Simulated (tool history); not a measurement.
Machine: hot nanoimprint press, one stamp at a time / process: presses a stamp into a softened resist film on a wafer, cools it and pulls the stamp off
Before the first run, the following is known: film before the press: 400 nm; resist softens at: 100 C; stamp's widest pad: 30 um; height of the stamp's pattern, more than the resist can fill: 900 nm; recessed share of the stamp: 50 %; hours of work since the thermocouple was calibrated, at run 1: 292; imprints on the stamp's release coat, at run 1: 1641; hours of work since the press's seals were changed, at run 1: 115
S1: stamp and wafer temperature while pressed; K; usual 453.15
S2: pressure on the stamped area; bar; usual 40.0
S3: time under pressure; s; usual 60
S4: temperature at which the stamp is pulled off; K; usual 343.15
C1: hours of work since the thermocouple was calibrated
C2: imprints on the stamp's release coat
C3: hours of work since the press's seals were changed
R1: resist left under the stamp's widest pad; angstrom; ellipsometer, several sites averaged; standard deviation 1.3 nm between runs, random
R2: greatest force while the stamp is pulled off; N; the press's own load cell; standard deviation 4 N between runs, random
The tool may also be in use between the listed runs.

run 1 hour=0.0 | S1=453.15 S2=40.0 S3=60 S4=343.15 | C1=292 C2=1641 C3=115 | R1=2072 R2=331
run 2 hour=16.9 | S1=453.15 S2=40.0 S3=60 S4=342.15 | C1=299 C2=1689 C3=123 | R1=2093 R2=349
run 3 hour=24.4 | S1=453.15 S2=40.0 S3=60 S4=343.15 | C1=303 C2=1711 C3=126 | R1=2100 R2=330
run 4 hour=32.5 | S1=453.15 S2=40.0 S3=60 S4=343.15 | C1=307 C2=1734 C3=130 | R1=2092 R2=342
run 5 hour=47.2 | S1=453.15 S2=40.0 S3=60 S4=343.15 | C1=313 C2=1776 C3=137 | R1=2077 R2=347
run 6 hour=60.4 | S1=453.15 S2=40.0 S3=60 S4=343.15 | C1=319 C2=1813 C3=143 | R1=2098 R2=340
run 7 hour=70.5 | S1=453.15 S2=36.0 S3=60 S4=343.15 | C1=324 C2=1842 C3=147 | R1=2227 R2=349
run 8 hour=81.9 | S1=453.15 S2=36.0 S3=60 S4=343.15 | C1=329 C2=1875 C3=152 | R1=2238 R2=350
-- hour=93.1 stamp cleaned and given a new release coat
run 9 hour=95.5 | S1=453.15 S2=36.0 S3=60 S4=343.15 | C1=332 C2=7 C3=156 | R1=2194 R2=197
run 10 hour=109.8 | S1=453.15 S2=36.0 S3=60 S4=343.15 | C1=339 C2=48 C3=162 | R1=2220 R2=206
run 11 hour=126.0 | S1=453.15 S2=41.8 S3=39 S4=346.15 | C1=346 C2=94 C3=169 | R1=2342 R2=190
run 12 hour=142.7 | S1=453.15 S2=41.8 S3=58 S4=346.15 | C1=354 C2=142 C3=177 | R1=2096 R2=204
-- hour=147.3 plate thermocouple calibrated
run 13 hour=156.1 | S1=453.15 S2=38.5 S3=37 S4=346.15 | C1=4 C2=172 C3=182 | R1=2519 R2=204
run 14 hour=168.1 | S1=453.15 S2=58.9 S3=37 S4=338.15 | C1=9 C2=206 C3=187 | R1=2051 R2=230
run 15 hour=185.8 | S1=453.15 S2=58.9 S3=37 S4=338.15 | C1=17 C2=256 C3=195 | R1=2062 R2=229
run 16 hour=199.6 | S1=446.15 S2=47.8 S3=60 S4=343.15 | C1=24 C2=296 C3=201 | R1=2572 R2=223
run 17 hour=215.4 | S1=453.15 S2=29.4 S3=60 S4=343.15 | C1=31 C2=341 C3=209 | R1=2517 R2=228
run 18 hour=229.9 | S1=453.15 S2=29.4 S3=60 S4=343.15 | C1=37 C2=382 C3=215 | R1=2520 R2=229
-- hour=234.6 plate thermocouple calibrated, once more
run 19 hour=242.0 | S1=442.15 S2=60.1 S3=80 S4=343.15 | C1=3 C2=408 C3=219 | R1=2294 R2=229

Consider 4 possible next runs. They are alternatives, not a sequence: every one starts from the tool as it was left by run 19. What does each give?
run A hour=257.5 | S1=453.15 S2=40.0 S3=95 S4=346.15 | C1=10 C2=452 C3=226 | R1=? R2=?
run B hour=257.5 | S1=442.15 S2=29.8 S3=52 S4=343.15 | C1=10 C2=452 C3=226 | R1=? R2=?
run C hour=257.5 | S1=442.15 S2=57.6 S3=80 S4=343.15 | C1=10 C2=452 C3=226 | R1=? R2=?
run D hour=257.5 | S1=453.15 S2=40.0 S3=31 S4=343.15 | C1=10 C2=452 C3=226 | R1=? R2=?

run=A R1=1715 R2=226
run=B R1=3315 R2=228
run=C R1=2354 R2=233
run=D R1=2426 R2=227
Without the tool's hidden state the same runs would have given:
run=A R1=1696 R2=192
run=B R1=3303 R2=194
run=C R1=2323 R2=198
run=D R1=2404 R2=193

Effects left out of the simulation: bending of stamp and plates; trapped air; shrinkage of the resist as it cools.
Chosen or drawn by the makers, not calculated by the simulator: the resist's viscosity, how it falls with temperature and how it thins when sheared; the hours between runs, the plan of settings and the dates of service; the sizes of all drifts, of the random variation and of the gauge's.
